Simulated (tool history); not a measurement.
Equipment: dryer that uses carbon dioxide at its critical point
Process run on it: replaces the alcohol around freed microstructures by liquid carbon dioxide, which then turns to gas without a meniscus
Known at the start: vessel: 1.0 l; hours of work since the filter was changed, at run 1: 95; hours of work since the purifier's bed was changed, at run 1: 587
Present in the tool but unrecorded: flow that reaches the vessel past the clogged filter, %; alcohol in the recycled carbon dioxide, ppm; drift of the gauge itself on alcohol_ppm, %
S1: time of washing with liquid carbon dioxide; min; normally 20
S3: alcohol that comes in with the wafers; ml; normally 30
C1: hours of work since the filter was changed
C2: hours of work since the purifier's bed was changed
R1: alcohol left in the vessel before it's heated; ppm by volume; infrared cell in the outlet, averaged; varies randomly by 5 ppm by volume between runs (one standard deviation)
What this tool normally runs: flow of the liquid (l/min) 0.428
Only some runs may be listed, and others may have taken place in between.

{"run": 1, "hour": 0.0, "S1": 20, "flow of the liquid (l/min)": 0.428, "S3": 30, "C1": 95, "C2": 587, "R1": 42}
{"run": 2, "hour": 41.3, "S1": 20, "flow of the liquid (l/min)": 0.428, "S3": 30, "C1": 120, "C2": 612, "R1": 37}
{"run": 3, "hour": 77.9, "S1": 20, "flow of the liquid (l/min)": 0.428, "S3": 30, "C1": 143, "C2": 635, "R1": 36}
{"run": 4, "hour": 109.8, "S1": 20, "flow of the liquid (l/min)": 0.428, "S3": 30, "C1": 163, "C2": 654, "R1": 34}
{"run": 5, "hour": 139.6, "S1": 23, "flow of the liquid (l/min)": 0.428, "S3": 30, "C1": 181, "C2": 673, "R1": 19}
{"run": 6, "hour": 179.0, "S1": 23, "flow of the liquid (l/min)": 0.428, "S3": 30, "C1": 206, "C2": 697, "R1": 30}
{"run": 7, "hour": 198.1, "S1": 23, "flow of the liquid (l/min)": 0.428, "S3": 30, "C1": 217, "C2": 709, "R1": 27}
{"run": 8, "hour": 231.4, "S1": 23, "flow of the liquid (l/min)": 0.428, "S3": 30, "C1": 238, "C2": 730, "R1": 34}
{"run": 9, "hour": 258.9, "S1": 23, "flow of the liquid (l/min)": 0.428, "S3": 30, "C1": 255, "C2": 747, "R1": 26}
{"run": 10, "hour": 300.8, "S1": 23, "flow of the liquid (l/min)": 0.428, "S3": 30, "C1": 281, "C2": 772, "R1": 26}
{"run": 11, "hour": 333.1, "S1": 20, "flow of the liquid (l/min)": 0.428, "S3": 30, "C1": 301, "C2": 792, "R1": 46}
{"run": 12, "hour": 352.4, "S1": 20, "flow of the liquid (l/min)": 0.428, "S3": 30, "C1": 313, "C2": 804, "R1": 47}
{"run": 13, "hour": 394.9, "S1": 20, "flow of the liquid (l/min)": 0.503, "S3": 30, "C1": 339, "C2": 831, "R1": 28}
{"run": 14, "hour": 430.5, "S1": 20, "flow of the liquid (l/min)": 0.503, "S3": 30, "C1": 361, "C2": 853, "R1": 33}
{"run": 15, "hour": 453.5, "S1": 20, "flow of the liquid (l/min)": 0.503, "S3": 27, "C1": 375, "C2": 867, "R1": 27}
{"run": 16, "hour": 489.9, "S1": 20, "flow of the liquid (l/min)": 0.503, "S3": 27, "C1": 398, "C2": 889, "R1": 34}
{"run": 17, "hour": 535.3, "S1": 20, "flow of the liquid (l/min)": 0.428, "S3": 31, "C1": 426, "C2": 917, "R1": 50}
{"hour": 544.6, "done": "inlet filter changed"}
{"run": 18, "hour": 555.9, "S1": 20, "flow of the liquid (l/min)": 0.428, "S3": 31, "C1": 7, "C2": 929, "R1": 42}
{"run": 19, "hour": 578.3, "S1": 20, "flow of the liquid (l/min)": 0.428, "S3": 31, "C1": 21, "C2": 943, "R1": 39}
{"run": 20, "hour": 623.1, "S1": 21, "flow of the liquid (l/min)": 0.428, "S3": 31, "C1": 48, "C2": 971, "R1": 44}
{"run": 21, "hour": 651.5, "S1": 21, "flow of the liquid (l/min)": 0.428, "S3": 31, "C1": 66, "C2": 988, "R1": 40}
{"run": 22, "hour": 670.3, "S1": 20, "flow of the liquid (l/min)": 0.428, "S3": 30, "C1": 78, "C2": 1000, "R1": 43}
{"run": 23, "hour": 714.3, "S1": 20, "flow of the liquid (l/min)": 0.428, "S3": 30, "C1": 105, "C2": 1027, "R1": 39}

The next listed run, before its measurement:
{"run": 24, "hour": 754.0, "S1": 20, "flow of the liquid (l/min)": 0.428, "S3": 30, "C1": 129, "C2": 1052, "R1": "?"}

R1: 44 ppm by volume
If the tool had no hidden condition, the same run with the same run-to-run variation would have returned R1 10 ppm by volume.

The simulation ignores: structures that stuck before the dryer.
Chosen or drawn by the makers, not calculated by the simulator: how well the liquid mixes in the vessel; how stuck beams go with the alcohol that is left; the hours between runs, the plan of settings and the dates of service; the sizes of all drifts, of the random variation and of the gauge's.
